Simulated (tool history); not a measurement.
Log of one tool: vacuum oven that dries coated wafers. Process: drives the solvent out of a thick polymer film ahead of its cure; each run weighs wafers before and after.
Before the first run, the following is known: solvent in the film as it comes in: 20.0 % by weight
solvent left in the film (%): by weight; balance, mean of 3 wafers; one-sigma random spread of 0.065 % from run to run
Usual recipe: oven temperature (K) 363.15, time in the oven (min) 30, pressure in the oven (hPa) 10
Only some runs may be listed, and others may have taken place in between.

run 1 day=0 | oven_temperature_(K)=363.15 time_in_the_oven_(min)=30 pressure_in_the_oven_(hPa)=10 | solvent_left_in_the_film_(%)=4.15
run 2 day=1.154 | oven_temperature_(K)=363.15 time_in_the_oven_(min)=30 pressure_in_the_oven_(hPa)=10 | solvent_left_in_the_film_(%)=4.07
run 3 day=1.779 | oven_temperature_(K)=363.15 time_in_the_oven_(min)=30 pressure_in_the_oven_(hPa)=10 | solvent_left_in_the_film_(%)=4.12
run 4 day=2.862 | oven_temperature_(K)=363.15 time_in_the_oven_(min)=30 pressure_in_the_oven_(hPa)=10 | solvent_left_in_the_film_(%)=4.09
run 5 day=4.121 | oven_temperature_(K)=363.15 time_in_the_oven_(min)=30 pressure_in_the_oven_(hPa)=10 | solvent_left_in_the_film_(%)=4.18
run 6 day=5.533 | oven_temperature_(K)=363.15 time_in_the_oven_(min)=30 pressure_in_the_oven_(hPa)=10 | solvent_left_in_the_film_(%)=4.07
run 7 day=6.858 | oven_temperature_(K)=363.15 time_in_the_oven_(min)=30 pressure_in_the_oven_(hPa)=10 | solvent_left_in_the_film_(%)=4.18
run 8 day=8.188 | oven_temperature_(K)=363.15 time_in_the_oven_(min)=42 pressure_in_the_oven_(hPa)=10 | solvent_left_in_the_film_(%)=2.39
run 9 day=9.333 | oven_temperature_(K)=363.15 time_in_the_oven_(min)=42 pressure_in_the_oven_(hPa)=10 | solvent_left_in_the_film_(%)=2.48
run 10 day=10.804 | oven_temperature_(K)=363.15 time_in_the_oven_(min)=42 pressure_in_the_oven_(hPa)=10 | solvent_left_in_the_film_(%)=2.53
run 11 day=11.854 | oven_temperature_(K)=368.15 time_in_the_oven_(min)=18 pressure_in_the_oven_(hPa)=11.1 | solvent_left_in_the_film_(%)=4.98
run 12 day=13.029 | oven_temperature_(K)=361.15 time_in_the_oven_(min)=30 pressure_in_the_oven_(hPa)=10 | solvent_left_in_the_film_(%)=5.03
run 13 day=14.179 | oven_temperature_(K)=361.15 time_in_the_oven_(min)=47 pressure_in_the_oven_(hPa)=9.1 | solvent_left_in_the_film_(%)=2.58
run 14 day=15.196 | oven_temperature_(K)=361.15 time_in_the_oven_(min)=47 pressure_in_the_oven_(hPa)=9.1 | solvent_left_in_the_film_(%)=2.66
run 15 day=16.562 | oven_temperature_(K)=361.15 time_in_the_oven_(min)=47 pressure_in_the_oven_(hPa)=11.3 | solvent_left_in_the_film_(%)=2.68
run 16 day=17.512 | oven_temperature_(K)=360.15 time_in_the_oven_(min)=34 pressure_in_the_oven_(hPa)=10 | solvent_left_in_the_film_(%)=4.64

Each row is a separate what-if for the run after 16, all from the same tool condition, not one after another. Results?
run A day=18.5 | oven_temperature_(K)=359.15 time_in_the_oven_(min)=34 pressure_in_the_oven_(hPa)=10 | solvent_left_in_the_film_(%)=?
run B day=18.5 | oven_temperature_(K)=368.15 time_in_the_oven_(min)=39 pressure_in_the_oven_(hPa)=6 | solvent_left_in_the_film_(%)=?
run C day=18.5 | oven_temperature_(K)=374.15 time_in_the_oven_(min)=34 pressure_in_the_oven_(hPa)=34.2 | solvent_left_in_the_film_(%)=?

run=A solvent_left_in_the_film_(%)=4.96
run=B solvent_left_in_the_film_(%)=1.34
run=C solvent_left_in_the_film_(%)=1.83
The same runs, with their run-to-run variation unchanged, on a tool lacking any hidden condition would have given:
run=A solvent_left_in_the_film_(%)=4.95
run=B solvent_left_in_the_film_(%)=1.33
run=C solvent_left_in_the_film_(%)=1.83

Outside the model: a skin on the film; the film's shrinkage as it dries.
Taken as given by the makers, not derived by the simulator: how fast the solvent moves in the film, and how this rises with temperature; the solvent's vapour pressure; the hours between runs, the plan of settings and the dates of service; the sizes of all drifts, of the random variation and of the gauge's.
